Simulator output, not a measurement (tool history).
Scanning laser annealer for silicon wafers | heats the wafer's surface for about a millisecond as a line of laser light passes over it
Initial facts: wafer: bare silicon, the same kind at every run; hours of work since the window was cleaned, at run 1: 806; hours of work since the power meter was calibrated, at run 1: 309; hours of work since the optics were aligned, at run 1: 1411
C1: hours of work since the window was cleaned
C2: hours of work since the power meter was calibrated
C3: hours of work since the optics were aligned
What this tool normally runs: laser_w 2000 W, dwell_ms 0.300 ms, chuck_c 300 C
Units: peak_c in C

run 1 hour=0.0 | laser_w=2000 dwell_ms=0.300 chuck_c=300 | C1=806 C2=309 C3=1411 | peak_c=1006
run 2 hour=22.2 | laser_w=2000 dwell_ms=0.300 chuck_c=300 | C1=818 C2=321 C3=1423 | peak_c=1011
run 3 hour=64.0 | laser_w=2000 dwell_ms=0.300 chuck_c=300 | C1=841 C2=343 C3=1446 | peak_c=1009
run 4 hour=109.1 | laser_w=2000 dwell_ms=0.300 chuck_c=300 | C1=865 C2=368 C3=1471 | peak_c=1008
run 5 hour=147.7 | laser_w=2000 dwell_ms=0.300 chuck_c=300 | C1=886 C2=389 C3=1492 | peak_c=1011
run 6 hour=181.5 | laser_w=2080 dwell_ms=0.300 chuck_c=300 | C1=904 C2=407 C3=1510 | peak_c=1040
-- hour=197.9 window over the wafer cleaned
run 7 hour=212.2 | laser_w=2000 dwell_ms=0.300 chuck_c=308 | C1=8 C2=423 C3=1526 | peak_c=1015
run 8 hour=248.1 | laser_w=1944 dwell_ms=0.300 chuck_c=308 | C1=27 C2=442 C3=1545 | peak_c=992
run 9 hour=282.0 | laser_w=1944 dwell_ms=0.300 chuck_c=308 | C1=46 C2=461 C3=1564 | peak_c=995
run 10 hour=319.5 | laser_w=1944 dwell_ms=0.300 chuck_c=308 | C1=66 C2=481 C3=1584 | peak_c=995
run 11 hour=370.8 | laser_w=1944 dwell_ms=0.300 chuck_c=308 | C1=94 C2=509 C3=1612 | peak_c=995
run 12 hour=416.4 | laser_w=1944 dwell_ms=0.300 chuck_c=308 | C1=119 C2=534 C3=1636 | peak_c=995
run 13 hour=447.8 | laser_w=1986 dwell_ms=0.300 chuck_c=300 | C1=136 C2=551 C3=1654 | peak_c=1005
run 14 hour=487.5 | laser_w=2074 dwell_ms=0.230 chuck_c=337 | C1=157 C2=572 C3=1675 | peak_c=966
-- hour=517.6 optics aligned, line set to its width
run 15 hour=523.8 | laser_w=2074 dwell_ms=0.230 chuck_c=337 | C1=174 C2=589 C3=3 | peak_c=974
run 16 hour=576.3 | laser_w=1826 dwell_ms=0.223 chuck_c=318 | C1=203 C2=618 C3=32 | peak_c=857
run 17 hour=620.4 | laser_w=2029 dwell_ms=0.289 chuck_c=303 | C1=227 C2=642 C3=56 | peak_c=1008
run 18 hour=643.8 | laser_w=1804 dwell_ms=0.239 chuck_c=300 | C1=239 C2=654 C3=69 | peak_c=854
run 19 hour=687.5 | laser_w=2092 dwell_ms=0.239 chuck_c=300 | C1=263 C2=678 C3=92 | peak_c=953
run 20 hour=739.8 | laser_w=2132 dwell_ms=0.239 chuck_c=300 | C1=292 C2=707 C3=121 | peak_c=966
run 21 hour=790.2 | laser_w=2132 dwell_ms=0.239 chuck_c=300 | C1=319 C2=734 C3=148 | peak_c=967
run 22 hour=825.2 | laser_w=2139 dwell_ms=0.300 chuck_c=274 | C1=338 C2=753 C3=167 | peak_c=1037
run 23 hour=869.7 | laser_w=2139 dwell_ms=0.300 chuck_c=274 | C1=362 C2=777 C3=191 | peak_c=1037
run 24 hour=908.6 | laser_w=2020 dwell_ms=0.297 chuck_c=281 | C1=383 C2=798 C3=212 | peak_c=992
run 25 hour=959.6 | laser_w=1910 dwell_ms=0.299 chuck_c=293 | C1=411 C2=826 C3=240 | peak_c=964

4 ways to go on from here, each from the tool as it stands after run 25. What would each give?
run A hour=1011.3 | laser_w=1910 dwell_ms=0.310 chuck_c=309 | C1=439 C2=854 C3=268 | peak_c=?
run B hour=1011.3 | laser_w=1943 dwell_ms=0.302 chuck_c=322 | C1=439 C2=854 C3=268 | peak_c=?
run C hour=1011.3 | laser_w=1741 dwell_ms=0.300 chuck_c=300 | C1=439 C2=854 C3=268 | peak_c=?
run D hour=1011.3 | laser_w=1724 dwell_ms=0.299 chuck_c=293 | C1=439 C2=854 C3=268 | peak_c=?

run=A peak_c=991
run=B peak_c=1013
run=C peak_c=909
run=D peak_c=891
Stripped of hidden state, with their random variation kept, the same runs would have yielded:
run=A peak_c=992
run=B peak_c=1014
run=C peak_c=910
run=D peak_c=892

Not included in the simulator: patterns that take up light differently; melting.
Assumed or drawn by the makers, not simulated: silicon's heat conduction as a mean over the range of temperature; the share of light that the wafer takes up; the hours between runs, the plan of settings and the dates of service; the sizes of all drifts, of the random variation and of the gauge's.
